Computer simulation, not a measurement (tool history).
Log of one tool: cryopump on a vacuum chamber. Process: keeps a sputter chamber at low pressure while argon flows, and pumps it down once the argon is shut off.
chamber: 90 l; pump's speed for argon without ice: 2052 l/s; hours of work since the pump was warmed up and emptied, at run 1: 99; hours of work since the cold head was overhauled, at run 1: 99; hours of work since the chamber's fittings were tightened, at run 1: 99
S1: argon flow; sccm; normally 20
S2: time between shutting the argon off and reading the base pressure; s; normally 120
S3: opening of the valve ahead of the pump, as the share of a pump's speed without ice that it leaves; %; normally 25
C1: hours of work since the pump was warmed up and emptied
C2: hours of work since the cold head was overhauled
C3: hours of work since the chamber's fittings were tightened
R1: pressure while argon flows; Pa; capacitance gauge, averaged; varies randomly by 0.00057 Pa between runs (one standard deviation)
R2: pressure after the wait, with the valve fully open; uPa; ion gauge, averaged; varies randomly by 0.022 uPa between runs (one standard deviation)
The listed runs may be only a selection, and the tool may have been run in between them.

run 1 day=0.000 | S1=20 S2=120 S3=25 | C1=99 C2=99 C3=99 | R1=0.0664 R2=0.83
run 2 day=0.533 | S1=20 S2=120 S3=25 | C1=104 C2=104 C3=104 | R1=0.0662 R2=0.75
run 3 day=1.238 | S1=19 S2=120 S3=25 | C1=111 C2=111 C3=111 | R1=0.0628 R2=0.78
run 4 day=2.283 | S1=19 S2=120 S3=25 | C1=121 C2=121 C3=121 | R1=0.0625 R2=0.78
run 5 day=2.888 | S1=20 S2=91 S3=25 | C1=127 C2=127 C3=127 | R1=0.0675 R2=0.92
run 6 day=3.700 | S1=20 S2=91 S3=25 | C1=135 C2=135 C3=135 | R1=0.0667 R2=0.94
run 7 day=4.238 | S1=20 S2=120 S3=25 | C1=141 C2=141 C3=141 | R1=0.0672 R2=0.76
run 8 day=4.958 | S1=15 S2=79 S3=25 | C1=148 C2=148 C3=148 | R1=0.0502 R2=1.09
run 9 day=5.592 | S1=15 S2=79 S3=25 | C1=154 C2=154 C3=154 | R1=0.0512 R2=1.07
run 10 day=6.567 | S1=34 S2=63 S3=56 | C1=164 C2=164 C3=164 | R1=0.0520 R2=1.31
run 11 day=7.412 | S1=34 S2=63 S3=56 | C1=172 C2=172 C3=172 | R1=0.0518 R2=1.29
run 12 day=8.288 | S1=34 S2=63 S3=56 | C1=181 C2=181 C3=181 | R1=0.0518 R2=1.30
run 13 day=9.192 | S1=11 S2=120 S3=25 | C1=190 C2=190 C3=190 | R1=0.0374 R2=0.83
run 14 day=9.871 | S1=25 S2=120 S3=30 | C1=197 C2=197 C3=197 | R1=0.0688 R2=0.83

Predict each of these 5 candidate next runs independently; none follows another, all start after run 14:
run A day=10.608 | S1=11 S2=103 S3=16 | C1=204 C2=204 C3=204 | R1=? R2=?
run B day=10.608 | S1=14 S2=120 S3=25 | C1=204 C2=204 C3=204 | R1=? R2=?
run C day=10.608 | S1=10 S2=94 S3=25 | C1=204 C2=204 C3=204 | R1=? R2=?
run D day=10.608 | S1=25 S2=23 S3=30 | C1=204 C2=204 C3=204 | R1=? R2=?
run E day=10.608 | S1=20 S2=120 S3=20 | C1=204 C2=204 C3=204 | R1=? R2=?

run=A R1=0.0566 R2=0.92
run=B R1=0.0480 R2=0.85
run=C R1=0.0343 R2=0.99
run=D R1=0.0701 R2=3.12
run=E R1=0.0831 R2=0.81
Take away the tool's hidden state, keep each run's random variation, and the runs would have read:
run=A R1=0.0558 R2=0.75
run=B R1=0.0470 R2=0.67
run=C R1=0.0336 R2=0.82
run=D R1=0.0682 R2=2.94
run=E R1=0.0816 R2=0.64
